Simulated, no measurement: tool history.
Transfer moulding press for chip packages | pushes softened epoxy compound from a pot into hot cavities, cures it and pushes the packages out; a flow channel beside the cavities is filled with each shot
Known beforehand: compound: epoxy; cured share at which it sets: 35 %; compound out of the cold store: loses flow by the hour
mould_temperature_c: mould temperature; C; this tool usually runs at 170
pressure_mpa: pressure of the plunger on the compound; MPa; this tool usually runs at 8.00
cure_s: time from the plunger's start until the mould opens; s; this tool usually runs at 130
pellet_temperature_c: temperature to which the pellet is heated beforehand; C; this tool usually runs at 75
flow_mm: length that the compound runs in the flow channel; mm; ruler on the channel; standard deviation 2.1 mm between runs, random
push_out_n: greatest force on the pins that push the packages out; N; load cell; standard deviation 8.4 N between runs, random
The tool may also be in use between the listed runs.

run	hour	mould_temperature_c	pressure_mpa	cure_s	pellet_temperature_c	incoming compound's hours out of the cold store	flow_mm	push_out_n
1	0.0	170	8.00	130	75	41.7	494	713
# hour 8.2: cavities cleaned with cleaning compound and waxed
2	61.7	170	8.00	130	75	27.5	504	686
# hour 89.6: cavities cleaned with cleaning compound and waxed
3	121.3	170	6.49	130	75	28.8	451	585
4	156.6	170	6.49	130	75	9.3	472	755
# hour 171.6: cavities cleaned with cleaning compound and waxed
5	201.6	170	6.49	130	75	26.9	453	576
# hour 254.6: cavities cleaned with cleaning compound and waxed
6	255.6	170	6.49	130	75	44.3	432	379
7	289.9	170	6.49	130	75	39.9	436	614
# hour 337.4: plunger's sealing rings changed
# hour 338.9: cavities cleaned with cleaning compound and waxed
8	339.7	170	6.49	130	75	32.2	457	370
9	373.6	170	8.00	130	75	16.7	525	635
10	416.5	170	8.00	130	75	24.0	515	740
# hour 421.7: cavities cleaned with cleaning compound and waxed
# hour 442.0: mould's thermocouples calibrated
11	485.2	170	6.08	130	75	9.4	462	684
# hour 504.3: cavities cleaned with cleaning compound and waxed
12	526.9	167	6.08	130	75	24.5	451	626
13	569.7	167	6.08	130	75	15.3	458	860
# hour 588.0: cavities cleaned with cleaning compound and waxed
14	617.0	165	8.42	157	75	38.5	511	590
# hour 668.0: cavities cleaned with cleaning compound and waxed
15	675.6	165	8.42	110	75	14.0	544	939
16	725.7	164	8.42	110	75	45.2	502	1471
# hour 753.6: cavities cleaned with cleaning compound and waxed
17	768.2	167	9.61	135	80	46.7	525	518
# hour 773.6: plunger's sealing rings changed
18	823.7	167	9.61	135	80	46.5	544	773
# hour 837.4: cavities cleaned with cleaning compound and waxed
19	889.0	170	9.29	130	69	15.7	563	678
# hour 917.8: cavities cleaned with cleaning compound and waxed
20	952.3	175	8.51	147	75	31.8	505	514
21	991.4	175	8.51	147	75	39.1	495	596
# hour 1003.6: cavities cleaned with cleaning compound and waxed
22	1022.5	177	6.41	130	75	28.6	437	434
23	1071.3	177	6.07	130	81	13.7	434	590
# hour 1087.0: cavities cleaned with cleaning compound and waxed
24	1131.1	170	6.63	124	82	20.0	460	682
# hour 1169.0: cavities cleaned with cleaning compound and waxed
25	1179.2	170	8.69	145	84	12.8	534	437
# hour 1206.2: plunger's sealing rings changed
# hour 1241.2: mould's thermocouples calibrated
26	1250.8	167	8.00	141	75	34.7	512	760

Here are 4 independent what-if runs from the current tool condition. What would each one return?
# hour 1255.3: cavities cleaned with cleaning compound and waxed
A	1308.1	167	7.01	154	83	14.4	?	?
# hour 1255.3: cavities cleaned with cleaning compound and waxed
B	1308.1	167	8.00	130	75	30.5	?	?
# hour 1255.3: cavities cleaned with cleaning compound and waxed
C	1308.1	169	8.00	130	68	22.7	?	?
# hour 1255.3: cavities cleaned with cleaning compound and waxed
D	1308.1	175	7.63	141	83	47.6	?	?

run	flow_mm	push_out_n
A	500	625
B	512	818
C	520	688
D	463	548
Without the tool's unlogged condition, the same runs would have read:
run	flow_mm	push_out_n
A	505	341
B	517	451
C	525	379
D	467	299
